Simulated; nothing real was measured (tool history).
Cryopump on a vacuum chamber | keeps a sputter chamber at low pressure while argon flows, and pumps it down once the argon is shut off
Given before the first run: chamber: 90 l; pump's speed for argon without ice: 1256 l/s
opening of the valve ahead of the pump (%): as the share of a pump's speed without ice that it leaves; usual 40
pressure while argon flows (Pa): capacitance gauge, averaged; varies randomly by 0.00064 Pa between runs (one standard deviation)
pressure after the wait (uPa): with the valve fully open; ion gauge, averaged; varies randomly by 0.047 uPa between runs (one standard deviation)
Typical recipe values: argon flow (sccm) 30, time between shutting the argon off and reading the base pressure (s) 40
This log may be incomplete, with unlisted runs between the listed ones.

run      day  argon flow (sccm)  time between shutting the argon off and reading the base pressure (s)  opening of the valve ahead of the pump (%)  pressure while argon flows (Pa)  pressure after the wait (uPa)
  1    0.000                 30                                                                     40                                          40                           0.1163                           4.16
  2    2.538                 30                                                                    197                                          40                           0.1019                           1.73
  3    6.638                 30                                                                     40                                          40                           0.1017                           4.02
  4   10.625                 16                                                                     40                                          40                           0.0548                           4.11
  5   13.492                 16                                                                     40                                          40                           0.0550                           4.12
  6   18.338                 30                                                                     40                                          40                           0.1045                           4.23
  7   23.212                 30                                                                    193                                          40                           0.1058                           2.38
  8   26.129                 30                                                                    193                                          40                           0.1063                           2.49
  9   29.596                 30                                                                    193                                          40                           0.1076                           2.60
 10   32.683                 30                                                                    193                                          40                           0.1070                           2.67
 11   35.775                 38                                                                    193                                          40                           0.1388                           2.87
 12   38.346                 30                                                                     40                                          16                           0.2592                           5.05
 13   42.517                 30                                                                     60                                          16                           0.2633                           4.27
 14   45.775                 14                                                                     40                                          40                           0.0515                           5.09
 15   50.992                 30                                                                     40                                          40                           0.1134                           5.39
 16   55.212                 30                                                                     40                                          40                           0.1151                           5.69
 17   57.654                 30                                                                     40                                          47                           0.1012                           5.86
 18   62.262                 30                                                                     40                                          47                           0.1031                           5.99
 19   65.092                 30                                                                     56                                          27                           0.1665                           2.24
 20   69.354                 12                                                                     42                                          30                           0.0541                           2.81
 21   72.767                 47                                                                    287                                          15                           0.4211                           0.76
 22   75.788                 47                                                                    287                                          15                           0.4301                           0.84
 23   80.338                 30                                                                     40                                          25                           0.1659                           3.15
 24   84.217                 32                                                                    124                                          28                           0.1598                           1.56
 25   88.138                 16                                                                     89                                          17                           0.1301                           1.93
 26   90.800                 16                                                                     89                                          17                           0.1307                           1.99
 27   93.983                 16                                                                     89                                          17                           0.1311                           2.11
 28   96.629                 54                                                                    162                                          23                           0.3301                           1.65
 29  100.688                 36                                                                     71                                          23                           0.2217                           2.61
 30  103.442                 37                                                                     21                                          58                           0.0979                           6.20
 31  108.346                 30                                                                     50                                          25                           0.1737                           3.46
 32  111.300                 35                                                                     32                                          18                           0.2731                           4.74
 33  113.933                 35                                                                     32                                          23                           0.2192                           4.77
 34  117.871                 35                                                                     54                                          31                           0.1676                           3.46
 35  120.467                 15                                                                     61                                          40                           0.0576                           3.46

Missing from the log above: 3 entries noted between runs. For each, name the pair of listed runs it sits between and say how the tool's hidden condition differs from the listed run just before to the listed run just after:
Run 1 -> run 2: pump warmed up, emptied and cooled again (day 1.283)
  pump's speed, % of a pump's without ice: 72.1 -> 99; cold plate's temperature, K: 12.31 -> 12.32; leak into the chamber, uPa l/s: 1446 -> 1499
  what was measured, less what the result would be without the hidden state, pressure while argon flows (Pa): +0.0159 -> +0.0007; pressure after the wait (uPa): +1.34 -> +0.96
Run 18 -> run 19: leaking fittings of the chamber tightened, without venting (day 64.083)
  pump's speed, % of a pump's without ice: 71.5 -> 70.3; cold plate's temperature, K: 12.54 -> 12.55; leak into the chamber, uPa l/s: 2976 -> 330
  what was measured, less what the result would be without the hidden state, pressure while argon flows (Pa): +0.0167 -> +0.0177; pressure after the wait (uPa): +3.11 -> +0.13
Run 19 -> run 20: pump warmed up, emptied and cooled again (day 65.650)
  pump's speed, % of a pump's without ice: 70.3 -> 98; cold plate's temperature, K: 12.55 -> 12.57; leak into the chamber, uPa l/s: 330 -> 424
  what was measured, less what the result would be without the hidden state, pressure while argon flows (Pa): +0.0177 -> +0.0005; pressure after the wait (uPa): +0.13 -> +0.11
